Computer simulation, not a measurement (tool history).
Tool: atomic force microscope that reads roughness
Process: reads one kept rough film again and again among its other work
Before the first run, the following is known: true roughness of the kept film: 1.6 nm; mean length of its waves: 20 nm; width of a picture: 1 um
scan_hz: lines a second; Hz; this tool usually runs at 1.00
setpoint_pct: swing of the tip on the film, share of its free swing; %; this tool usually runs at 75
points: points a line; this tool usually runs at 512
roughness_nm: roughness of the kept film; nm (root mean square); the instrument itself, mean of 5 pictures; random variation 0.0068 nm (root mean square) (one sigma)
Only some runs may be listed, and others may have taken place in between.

| run | day | scan_hz | setpoint_pct | points | roughness_nm |
|---|---|---|---|---|---|
| 1 | 0.000 | 1.00 | 75 | 512 | 1.357 |
| 2 | 0.717 | 1.00 | 75 | 512 | 1.366 |
| 3 | 1.696 | 1.00 | 75 | 512 | 1.376 |
| 4 | 2.721 | 1.00 | 75 | 512 | 1.366 |
|  | 3.071 | new tip fitted |
| 5 | 3.525 | 1.00 | 75 | 512 | 1.372 |
| 6 | 4.638 | 0.78 | 75 | 512 | 1.382 |
| 7 | 5.204 | 1.00 | 75 | 512 | 1.368 |
|  | 6.158 | new tip fitted |
| 8 | 6.267 | 1.00 | 59 | 512 | 1.403 |
| 9 | 7.046 | 1.00 | 59 | 512 | 1.408 |
| 10 | 8.171 | 1.00 | 59 | 512 | 1.398 |
| 11 | 8.867 | 1.00 | 59 | 512 | 1.391 |
|  | 9.250 | new tip fitted |
| 12 | 9.625 | 0.52 | 81 | 541 | 1.381 |
| 13 | 10.404 | 1.33 | 84 | 541 | 1.299 |
| 14 | 11.079 | 1.33 | 84 | 318 | 1.277 |
| 15 | 12.146 | 1.00 | 65 | 326 | 1.370 |
|  | 12.325 | new tip fitted |
| 16 | 12.967 | 1.00 | 65 | 326 | 1.354 |
| 17 | 13.854 | 3.44 | 75 | 474 | 1.230 |
| 18 | 14.758 | 0.65 | 68 | 512 | 1.396 |
|  | 15.362 | new tip fitted |
| 19 | 15.458 | 0.65 | 68 | 284 | 1.372 |
| 20 | 16.508 | 0.79 | 69 | 710 | 1.403 |
| 21 | 17.312 | 2.48 | 69 | 353 | 1.304 |

5 options for the next run, each taken on its own from the tool as it stands now. Forecast them:
| A | 17.908 | 0.54 | 85 | 908 | ? |
| B | 17.908 | 1.36 | 67 | 258 | ? |
| C | 17.908 | 2.48 | 69 | 563 | ? |
| D | 17.908 | 1.00 | 75 | 581 | ? |
| E | 17.908 | 1.53 | 69 | 353 | ? |

| run | roughness_nm |
|---|---|
| A | 1.376 |
| B | 1.343 |
| C | 1.324 |
| D | 1.365 |
| E | 1.333 |
The same runs, with their run-to-run variation unchanged, on a tool lacking any hidden condition would have given:
| run | roughness_nm |
|---|---|
| A | 1.380 |
| B | 1.346 |
| C | 1.327 |
| D | 1.368 |
| E | 1.337 |
